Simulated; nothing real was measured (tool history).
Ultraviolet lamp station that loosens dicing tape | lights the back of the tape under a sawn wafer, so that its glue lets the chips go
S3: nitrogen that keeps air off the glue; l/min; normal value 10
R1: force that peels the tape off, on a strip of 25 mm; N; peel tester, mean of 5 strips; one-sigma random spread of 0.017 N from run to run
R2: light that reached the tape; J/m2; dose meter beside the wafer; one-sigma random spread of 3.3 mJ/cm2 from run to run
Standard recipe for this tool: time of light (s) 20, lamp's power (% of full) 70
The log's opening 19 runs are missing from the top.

Run 20, hour 1019.0: usual settings but S3 11 l/min. Result: R1 1.180 N, R2 4110 J/m2.
Run 21, hour 1080.8: usual settings but time of light (s) 21, lamp's power (% of full) 62, S3 11 l/min. Result: R1 1.313 N, R2 3710 J/m2.
Run 22, hour 1126.6: usual settings but time of light (s) 24, lamp's power (% of full) 62, S3 16 l/min. Result: R1 0.916 N, R2 4210 J/m2.
Run 23, hour 1169.8: usual settings but time of light (s) 27, lamp's power (% of full) 79, S3 3 l/min. Result: R1 1.394 N, R2 5880 J/m2.
Run 24, hour 1238.6: usual settings but time of light (s) 32, lamp's power (% of full) 89. Result: R1 0.311 N, R2 7800 J/m2.
Run 25, hour 1304.1: usual settings but time of light (s) 32, lamp's power (% of full) 89. Result: R1 0.326 N, R2 7540 J/m2.
Run 26, hour 1352.2: usual settings but lamp's power (% of full) 79, S3 6 l/min. Result: R1 1.537 N, R2 4190 J/m2.
Run 27, hour 1383.9: usual settings but lamp's power (% of full) 86, S3 13 l/min. Result: R1 0.899 N, R2 4580 J/m2.
At hour 1438.1: window cleaned of glue's vapour.
Run 28, hour 1450.5: usual settings but time of light (s) 11, lamp's power (% of full) 68. Result: R1 2.568 N, R2 2120 J/m2.
Run 29, hour 1492.6: usual settings but time of light (s) 17, lamp's power (% of full) 69, S3 5 l/min. Result: R1 2.238 N, R2 3300 J/m2.
Run 30, hour 1551.3: usual settings but time of light (s) 17, lamp's power (% of full) 80, S3 19 l/min. Result: R1 1.055 N, R2 3700 J/m2.
Run 31, hour 1596.6: usual settings but time of light (s) 12, lamp's power (% of full) 88, S3 13 l/min. Result: R1 1.843 N, R2 2870 J/m2.
Run 32, hour 1625.4: usual settings but time of light (s) 24, lamp's power (% of full) 77, S3 5 l/min. Result: R1 1.307 N, R2 4930 J/m2.
Run 33, hour 1665.8: usual settings but time of light (s) 24, lamp's power (% of full) 77, S3 5 l/min. Result: R1 1.366 N, R2 4990 J/m2.
Run 34, hour 1705.4: usual settings but time of light (s) 24, lamp's power (% of full) 77, S3 5 l/min. Result: R1 1.377 N, R2 4900 J/m2.
Run 35, hour 1770.3: usual settings but time of light (s) 24, lamp's power (% of full) 66, S3 5 l/min. Result: R1 1.713 N, R2 4130 J/m2.
Run 36, hour 1831.2: usual settings but time of light (s) 24, lamp's power (% of full) 95, S3 5 l/min. Result: R1 1.003 N, R2 5870 J/m2.
Run 37, hour 1877.7: usual settings but time of light (s) 11, lamp's power (% of full) 66, S3 3 l/min. Result: R1 3.981 N, R2 1810 J/m2.
Run 38, hour 1910.1: usual settings but time of light (s) 11, lamp's power (% of full) 66, S3 3 l/min. Result: R1 4.006 N, R2 1830 J/m2.

Below are 4 alternative next runs, each starting from the tool's condition after run 38. Predict each:
Run A, hour 1955.3: usual settings but S3 3 l/min. Result: R1 ?, R2 ?.
Run B, hour 1955.3: usual settings but lamp's power (% of full) 66, S3 19 l/min. Result: R1 ?, R2 ?.
Run C, hour 1955.3: usual settings but time of light (s) 15. Result: R1 ?, R2 ?.
Run D, hour 1955.3: usual settings but lamp's power (% of full) 81, S3 5 l/min. Result: R1 ?, R2 ?.

run     R1    R2
  A  2.561  3430
  B  1.354  3290
  C  2.268  2580
  D  1.833  4030
With the hidden condition removed and each run's random variation left untouched, the same runs would have given:
run     R1    R2
  A  1.629  5150
  B  0.638  4930
  C  1.344  3860
  D  0.989  6020
